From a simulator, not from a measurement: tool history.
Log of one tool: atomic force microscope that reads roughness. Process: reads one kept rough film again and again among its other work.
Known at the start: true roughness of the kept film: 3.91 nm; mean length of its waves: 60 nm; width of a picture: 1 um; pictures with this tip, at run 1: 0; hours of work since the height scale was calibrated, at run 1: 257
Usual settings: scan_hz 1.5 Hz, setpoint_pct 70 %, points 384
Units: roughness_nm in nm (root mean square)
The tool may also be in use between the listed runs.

run,hour,scan_hz,setpoint_pct,points,pictures with this tip,hours of work since the height scale was calibrated,roughness_nm
1,0,1.5,70,384,0,257,3.673
2,20.2,1.5,70,384,26,268,3.631
3,47.3,1.5,70,384,60,282,3.586
# hour 71.9: new tip fitted
4,81.8,1.5,70,384,12,299,3.654
5,106.3,1.52,70,384,44,312,3.614
6,128.4,1.52,70,384,72,323,3.585
# hour 144.5: new tip fitted
7,166.8,1.5,56,384,28,343,3.735
8,199,0.59,56,384,69,360,3.741
# hour 217.8: new tip fitted
9,228,1.5,64,384,13,374,3.714
10,265,1.5,64,384,60,394,3.663
11,281.5,1.5,64,384,81,402,3.634
# hour 292.9: new tip fitted
12,301.4,1.5,64,384,11,412,3.719
13,339.5,1.5,64,384,59,432,3.667
# hour 364.6: new tip fitted
14,374.2,1.5,64,384,12,450,3.71
15,405.7,1.5,64,384,52,466,3.669
# hour 409.7: height scale calibrated on a step standard
# hour 438.9: new tip fitted
16,445.8,1.5,70,384,9,18,3.707
17,464.7,0.96,55,384,33,28,3.792
18,481.5,3.22,71,744,55,37,3.444
# hour 512.2: new tip fitted
19,514.6,0.96,69,717,3,54,3.778
20,536.8,0.55,64,717,32,65,3.808
21,566.1,1.61,84,281,69,80,3.433
# hour 585.8: new tip fitted
22,589.2,1.61,84,281,4,92,3.509
# hour 617.6: height scale calibrated on a step standard, once more
23,623.6,0.63,70,444,46,3,3.704
24,642.3,0.63,70,444,70,13,3.671
# hour 659.4: new tip fitted
25,668,0.53,58,871,11,26,3.792
26,705.1,1.5,82,384,58,45,3.441
# hour 733.3: new tip fitted
27,741,1.5,62,384,10,63,3.7
28,758.7,2.72,88,384,32,73,3.107
29,787.2,3.46,72,715,69,87,3.334
# hour 806.7: new tip fitted
30,822.8,1.54,63,880,21,105,3.706
31,859.8,2.36,70,384,68,125,3.498
# hour 879.3: new tip fitted
32,893.6,2.36,70,384,18,142,3.543

How the hidden state differs across the entries between the runs, from the last listed run before each to the first after it:
Between runs 3 and 4: new tip fitted (hour 71.9)
  radius of the tip, nm: 10 -> 6.1; height scale over the true one, %: 0.65 -> 0.69
  measured less the result without the state, roughness_nm: -0.052 -> +0.008 nm (root mean square)
Between runs 6 and 7: new tip fitted (hour 144.5)
  radius of the tip, nm: 10.6 -> 7.3; height scale over the true one, %: 0.75 -> 0.79
  measured less the result without the state, roughness_nm: -0.057 -> -0.007 nm (root mean square)
Between runs 8 and 9: new tip fitted (hour 217.8)
  radius of the tip, nm: 9.8 -> 6.3; height scale over the true one, %: 0.83 -> 0.86
  measured less the result without the state, roughness_nm: -0.044 -> +0.011 nm (root mean square)
Between runs 11 and 12: new tip fitted (hour 292.9)
  radius of the tip, nm: 11.6 -> 6.1; height scale over the true one, %: 0.92 -> 0.94
  measured less the result without the state, roughness_nm: -0.067 -> +0.018 nm (root mean square)
Between runs 13 and 14: new tip fitted (hour 364.6)
  radius of the tip, nm: 9.5 -> 6.3; height scale over the true one, %: 0.99 -> 1.03
  measured less the result without the state, roughness_nm: -0.032 -> +0.018 nm (root mean square)
Between runs 15 and 16: height scale calibrated on a step standard (hour 409.7); new tip fitted (hour 438.9)
  radius of the tip, nm: 9.4 -> 5.8; height scale over the true one, %: 1.06 -> 1.76
  measured less the result without the state, roughness_nm: -0.029 -> +0.052 nm (root mean square)
Between runs 18 and 19: new tip fitted (hour 512.2)
  radius of the tip, nm: 9.5 -> 5.5; height scale over the true one, %: 1.8 -> 1.84
  measured less the result without the state, roughness_nm: -0.003 -> +0.06 nm (root mean square)
Between runs 21 and 22: new tip fitted (hour 585.8)
  radius of the tip, nm: 10.8 -> 5.4; height scale over the true one, %: 1.89 -> 1.92
  measured less the result without the state, roughness_nm: -0.018 -> +0.059 nm (root mean square)
Between runs 22 and 23: height scale calibrated on a step standard, once more (hour 617.6)
  radius of the tip, nm: 5.4 -> 8.5; height scale over the true one, %: 1.92 -> 0.12
  measured less the result without the state, roughness_nm: +0.059 -> -0.049 nm (root mean square)
Between runs 24 and 25: new tip fitted (hour 659.4)
  radius of the tip, nm: 10.4 -> 6.2; height scale over the true one, %: 0.14 -> 0.17
  measured less the result without the state, roughness_nm: -0.079 -> -0.013 nm (root mean square)
Between runs 26 and 27: new tip fitted (hour 733.3)
  radius of the tip, nm: 9.6 -> 6.2; height scale over the true one, %: 0.21 -> 0.25
  measured less the result without the state, roughness_nm: -0.06 -> -0.01 nm (root mean square)
Between runs 29 and 30: new tip fitted (hour 806.7)
  radius of the tip, nm: 10.6 -> 6.4; height scale over the true one, %: 0.3 -> 0.33
  measured less the result without the state, roughness_nm: -0.069 -> -0.01 nm (root mean square)
Between runs 31 and 32: new tip fitted (hour 879.3)
  radius of the tip, nm: 10.2 -> 7; height scale over the true one, %: 0.38 -> 0.42
  measured less the result without the state, roughness_nm: -0.063 -> -0.015 nm (root mean square)
